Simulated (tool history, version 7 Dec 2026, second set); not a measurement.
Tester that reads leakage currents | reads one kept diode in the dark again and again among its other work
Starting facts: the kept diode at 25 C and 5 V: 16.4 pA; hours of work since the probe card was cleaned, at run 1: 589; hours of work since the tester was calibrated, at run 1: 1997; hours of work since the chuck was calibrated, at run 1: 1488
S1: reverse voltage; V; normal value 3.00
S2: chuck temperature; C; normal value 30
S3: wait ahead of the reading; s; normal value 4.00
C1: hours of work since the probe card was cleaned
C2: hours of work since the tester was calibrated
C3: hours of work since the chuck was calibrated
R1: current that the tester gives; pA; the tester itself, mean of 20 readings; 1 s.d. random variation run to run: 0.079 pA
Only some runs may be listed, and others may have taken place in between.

run,hour,S1,S2,S3,C1,C2,C3,R1
1,0.0,3.00,30,4.00,589,1997,1488,19.92
2,73.8,3.00,30,4.00,637,2045,1536,20.07
# hour 164.1: chuck's temperature calibrated
3,165.3,3.00,30,4.00,695,2103,1,18.52
4,305.7,3.00,30,4.00,787,2194,92,18.92
5,429.1,3.00,30,1.82,867,2275,172,19.15
6,560.6,3.00,30,1.82,952,2360,258,19.42
7,691.1,3.00,30,1.82,1037,2445,343,19.77
8,777.2,4.74,30,1.60,1093,2501,399,25.95
# hour 804.7: chuck's temperature calibrated, once more
9,869.8,3.00,27,0.55,1152,2560,42,22.58
10,957.2,3.00,27,0.55,1209,2617,99,22.81
11,1092.7,3.00,27,6.90,1297,2705,187,21.75

Same runs, no hidden state in the tool, same run-to-run variation:
The hidden state here: stray current of the dirty probe card, pA a volt; current scale over the true one, %; true chuck temperature over the reading, C; drift of the gauge itself on leakage_pa, %.
run,R1
1,20.45
2,20.48
3,20.27
4,20.44
5,20.45
6,20.49
7,20.60
8,24.88
9,17.29
10,17.35
11,16.13
